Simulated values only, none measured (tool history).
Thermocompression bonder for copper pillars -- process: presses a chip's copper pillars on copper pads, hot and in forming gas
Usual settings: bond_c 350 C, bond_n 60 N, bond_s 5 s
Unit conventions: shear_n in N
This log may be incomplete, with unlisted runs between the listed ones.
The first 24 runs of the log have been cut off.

run	hour	bond_c	bond_n	bond_s	hours of work since the heater was calibrated	hours of work since the force cell was calibrated	hours of work since the gas filter was changed	shear_n
25	1766.1	350	45	5	280	524	235	40.6
# hour 1811.8: forming gas filter changed
26	1832.5	337	60	7	312	556	10	57.3
27	1932.1	357	60	6	359	603	57	61.9
28	2025.2	370	60	11	403	647	102	76.2
29	2102.1	370	56	6	440	684	138	62.3
30	2152.4	370	56	6	464	708	162	61.7
31	2217.1	350	67	5	495	739	193	59.4
32	2280.7	350	60	7	525	769	223	61.0
# hour 2348.5: forming gas filter changed
33	2366.3	340	60	8	565	809	8	60.8
34	2412.6	340	60	8	587	831	31	60.5
35	2460.8	332	88	6	610	854	53	71.0
36	2557.3	332	88	6	656	900	99	73.2
37	2637.5	332	88	6	694	938	138	72.4
38	2700.5	364	55	3	724	968	167	45.1
39	2754.3	364	55	3	750	994	193	45.5
40	2828.4	364	55	3	785	1029	228	47.7

Consider 3 possible next runs. They are alternatives, not a sequence: every one starts from the tool as it was left by run 40. What does each give?
# hour 2885.1: forming gas filter changed
A	2885.1	371	55	6	812	1056	0	?
# hour 2885.1: forming gas filter changed
B	2885.1	328	55	3	812	1056	0	?
# hour 2885.1: forming gas filter changed
C	2885.1	350	89	3	812	1056	0	?

run	shear_n
A	62.2
B	35.1
C	66.2
Without the tool's unlogged condition, the same runs would have read:
run	shear_n
A	62.1
B	35.1
C	66.2
